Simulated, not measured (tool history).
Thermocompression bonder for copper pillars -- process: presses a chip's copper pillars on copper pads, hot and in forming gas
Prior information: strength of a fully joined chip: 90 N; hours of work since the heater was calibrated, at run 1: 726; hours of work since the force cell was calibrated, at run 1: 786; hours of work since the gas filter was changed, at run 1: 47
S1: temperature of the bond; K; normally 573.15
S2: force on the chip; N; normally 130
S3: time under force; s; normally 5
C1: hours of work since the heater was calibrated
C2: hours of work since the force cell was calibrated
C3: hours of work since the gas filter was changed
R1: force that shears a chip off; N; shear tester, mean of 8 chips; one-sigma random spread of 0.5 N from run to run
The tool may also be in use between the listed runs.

Run 1, hour 0: usual settings; C1 726; C2 786; C3 47. Result: R1 55.3 N.
Run 2, hour 15.4: usual settings; C1 735; C2 795; C3 56. Result: R1 54.6 N.
Run 3, hour 39.5: usual settings but S3 8 s; C1 748; C2 809; C3 69. Result: R1 61 N.
Run 4, hour 76.5: usual settings; C1 770; C2 830; C3 91. Result: R1 54.1 N.
At hour 106.7: forming gas filter changed.
Run 5, hour 106.7: usual settings; C1 787; C2 847; C3 0. Result: R1 58.4 N.
Run 6, hour 132.8: usual settings but S1 569.15 K; C1 802; C2 862; C3 15. Result: R1 54.9 N.
Run 7, hour 163.6: usual settings but S1 569.15 K; C1 819; C2 880; C3 33. Result: R1 54.6 N.
Run 8, hour 179.4: usual settings but S1 569.15 K, S3 3 s; C1 828; C2 889; C3 42. Result: R1 45.9 N.
Run 9, hour 199.3: usual settings but S1 569.15 K, S3 3 s; C1 840; C2 900; C3 53. Result: R1 45.6 N.
Run 10, hour 216.7: usual settings but S1 569.15 K, S3 3 s; C1 850; C2 910; C3 63. Result: R1 45 N.
Run 11, hour 242.9: usual settings but S1 569.15 K, S3 3 s; C1 865; C2 925; C3 78. Result: R1 45.1 N.
Run 12, hour 270.9: usual settings but S1 569.15 K, S3 3 s; C1 881; C2 941; C3 94. Result: R1 44.7 N.
At hour 297: forming gas filter changed.
Run 13, hour 306.1: usual settings but S1 569.15 K, S3 3 s; C1 900; C2 961; C3 5. Result: R1 48.2 N.
At hour 310.9: force cell calibrated.
Run 14, hour 333.3: usual settings but S1 582.15 K; C1 915; C2 13; C3 20. Result: R1 61.2 N.
Run 15, hour 369.5: usual settings but S1 582.15 K; C1 936; C2 34; C3 41. Result: R1 61.4 N.
Run 16, hour 404.3: usual settings but S1 582.15 K, S2 138 N; C1 956; C2 53; C3 61. Result: R1 63 N.
Run 17, hour 440.6: usual settings but S3 7 s; C1 977; C2 74; C3 81. Result: R1 61 N.
At hour 476.1: force cell calibrated, once more.
Run 18, hour 477.6: usual settings but S3 7 s; C1 997; C2 1; C3 102. Result: R1 60.3 N.
At hour 489.5: forming gas filter changed.
Run 19, hour 496.7: usual settings but S3 7 s; C1 1007; C2 12; C3 4. Result: R1 62.4 N.
Run 20, hour 528.4: usual settings but S3 14 s; C1 1026; C2 30; C3 22. Result: R1 73.5 N.
Run 21, hour 555.1: usual settings but S1 564.15 K, S2 174 N, S3 4 s; C1 1041; C2 45; C3 38. Result: R1 62.4 N.
Run 22, hour 589.5: usual settings but S1 564.15 K, S2 174 N, S3 4 s; C1 1061; C2 65; C3 57. Result: R1 61.1 N.
Run 23, hour 624.6: usual settings but S1 580.15 K, S2 188 N; C1 1081; C2 85; C3 77. Result: R1 72.8 N.
Run 24, hour 645: usual settings but S1 547.15 K, S2 154 N; C1 1092; C2 96; C3 89. Result: R1 48.8 N.
At hour 661.8: heater calibrated with a thermocouple chip.
Run 25, hour 669.6: usual settings but S1 547.15 K, S2 154 N; C1 4; C2 109; C3 102. Result: R1 43 N.
At hour 680.8: forming gas filter changed.
Run 26, hour 690.6: usual settings but S1 601.15 K, S2 84 N; C1 16; C2 121; C3 6. Result: R1 46 N.
Run 27, hour 722.6: usual settings but S1 601.15 K, S2 84 N; C1 35; C2 139; C3 24. Result: R1 46.6 N.
Run 28, hour 741.2: usual settings but S1 589.15 K, S2 159 N; C1 45; C2 150; C3 35. Result: R1 67.7 N.
Run 29, hour 775.1: usual settings but S1 589.15 K, S2 159 N; C1 65; C2 169; C3 54. Result: R1 67.3 N.
Run 30, hour 796.8: usual settings but S1 589.15 K, S2 159 N; C1 77; C2 182; C3 66. Result: R1 66.8 N.
Run 31, hour 830.4: usual settings but S1 559.15 K, S2 100 N, S3 3 s; C1 96; C2 201; C3 86. Result: R1 26.6 N.
Run 32, hour 862.8: usual settings but S1 559.15 K, S2 100 N, S3 3 s; C1 115; C2 220; C3 104. Result: R1 26.2 N.
At hour 870.6: forming gas filter changed.
Run 33, hour 891.3: usual settings but S1 554.15 K, S2 100 N, S3 3 s; C1 131; C2 236; C3 12. Result: R1 27 N.
Run 34, hour 918.7: usual settings but S1 567.15 K, S2 90 N, S3 3 s; C1 146; C2 251; C3 28. Result: R1 28.4 N.
Run 35, hour 951.3: usual settings but S1 594.15 K, S2 157 N, S3 9 s; C1 165; C2 270; C3 46. Result: R1 77.3 N.
Run 36, hour 971.6: usual settings but S1 594.15 K, S2 157 N, S3 9 s; C1 177; C2 282; C3 58. Result: R1 76.6 N.
Run 37, hour 1006.5: usual settings but S1 594.15 K, S2 157 N, S3 9 s; C1 197; C2 301; C3 78. Result: R1 74.6 N.
Run 38, hour 1035.6: usual settings but S1 594.15 K, S2 157 N, S3 9 s; C1 213; C2 318; C3 94. Result: R1 73.6 N.
At hour 1058.9: forming gas filter changed.
Run 39, hour 1062.8: usual settings but S1 602.15 K, S2 178 N, S3 4 s; C1 229; C2 333; C3 2. Result: R1 76.2 N.
Run 40, hour 1083.5: usual settings but S1 600.15 K, S2 93 N, S3 8 s; C1 240; C2 345; C3 14. Result: R1 58.5 N.

The same runs without the tool's hidden state, with the same run-to-run variation:
Hidden state at play: true temperature of the bond over the reading, C; force that reaches the chip, % of what is set; oxide that the forming gas leaves, % of the face; drift of the gauge itself on shear_n, %.
run    R1
  1  52.4
  2    52
  3  59.3
  4  52.7
  5  53.2
  6  50.2
  7  50.4
  8  42.1
  9  42.1
 10  41.7
 11  42.3
 12  42.4
 13  42.8
 14  55.9
 15  56.9
 16  59.3
 17  57.8
 18    59
 19  57.2
 20  69.6
 21  58.1
 22  57.5
 23    72
 24  45.6
 25  45.9
 26  45.9
 27    47
 28  68.9
 29  69.4
 30  69.4
 31  27.8
 32  27.6
 33  26.6
 34  28.2
 35  79.1
 36  79.1
 37    78
 38  77.8
 39  75.4
 40  57.7
